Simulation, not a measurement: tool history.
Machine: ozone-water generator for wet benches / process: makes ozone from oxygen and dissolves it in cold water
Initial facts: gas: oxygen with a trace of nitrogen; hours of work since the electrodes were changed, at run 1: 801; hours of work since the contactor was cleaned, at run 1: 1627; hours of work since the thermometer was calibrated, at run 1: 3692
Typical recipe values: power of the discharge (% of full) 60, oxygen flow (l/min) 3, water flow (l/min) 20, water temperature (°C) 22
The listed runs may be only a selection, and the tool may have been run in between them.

run,hour,power of the discharge (% of full),oxygen flow (l/min),water flow (l/min),water temperature (°C),hours of work since the electrodes were changed,hours of work since the contactor was cleaned,hours of work since the thermometer was calibrated,dissolved ozone (ppm),ozone in the gas ahead of the water (g/m3)
1,0,60,3,20,22,801,1627,3692,10.1,130.7
2,78.5,60,3,20,22,861,1687,3753,9.8,130.5
3,123.6,60,3,20,22,896,1722,3788,10.1,128.9
4,194.2,60,3,20,22,950,1776,3842,10,128.4
5,249.5,60,3,20,22,993,1819,3884,9.9,129.5
6,322.2,60,3,20,22,1049,1875,3940,10,127.7
7,390.6,60,3,20,22,1101,1927,3993,9.9,128.4
8,459.9,60,3,28,22,1155,1981,4046,7.1,128.6
9,494.2,60,3,26,22,1181,2007,4073,7.6,130.2
10,537.9,60,3,26,22,1215,2041,4106,7.4,128.9
11,605,60,3,26,22,1266,2092,4158,7.6,128.2
12,677.1,60,3,20,22,1322,2148,4214,9.9,129
13,711.6,54,3,15,22,1348,2175,4240,11.9,120.9
14,746.8,54,3,24,23,1375,2202,4267,7.5,121.3
15,791.9,60,2.84,26,22,1410,2236,4302,7.4,132.7
16,831.8,43,2.29,26,21,1441,2267,4333,5.9,121.6
17,899.1,43,2.29,26,21,1493,2319,4384,5.9,120.5
18,975.7,43,2.29,26,21,1552,2378,4443,6,121.2
19,1016.5,60,1.83,24,15,1583,2409,4475,7.6,167.6
20,1090.4,60,2.9,29,22,1640,2466,4532,6.5,130.3
21,1134.1,60,2.9,29,22,1674,2500,4565,6.4,130.9
22,1203.9,63,3.01,16,22,1727,2553,4619,12.3,130
23,1244.3,63,3.01,21,22,1758,2585,4650,9.6,131.1

Alternative continuations, all from the tool just after run 23; predict every row:
A,1293.1,63,3.01,12,16,1796,2622,4688,?,?
B,1293.1,63,3.01,21,15,1796,2622,4688,?,?
C,1293.1,70,3.01,21,30,1796,2622,4688,?,?
D,1293.1,63,3.01,16,22,1796,2622,4688,?,?
E,1293.1,62,3,20,29,1796,2622,4688,?,?

run,dissolved ozone (ppm),ozone in the gas ahead of the water (g/m3)
A,16.5,130.1
B,10.2,131.3
C,9,139.3
D,12.2,130.9
E,9.2,127.8
Without the tool's hidden state the same runs would have given:
run,dissolved ozone (ppm),ozone in the gas ahead of the water (g/m3)
A,17.9,137.7
B,11.2,138.9
C,9.9,148
D,13.4,138.5
E,10.1,135.2
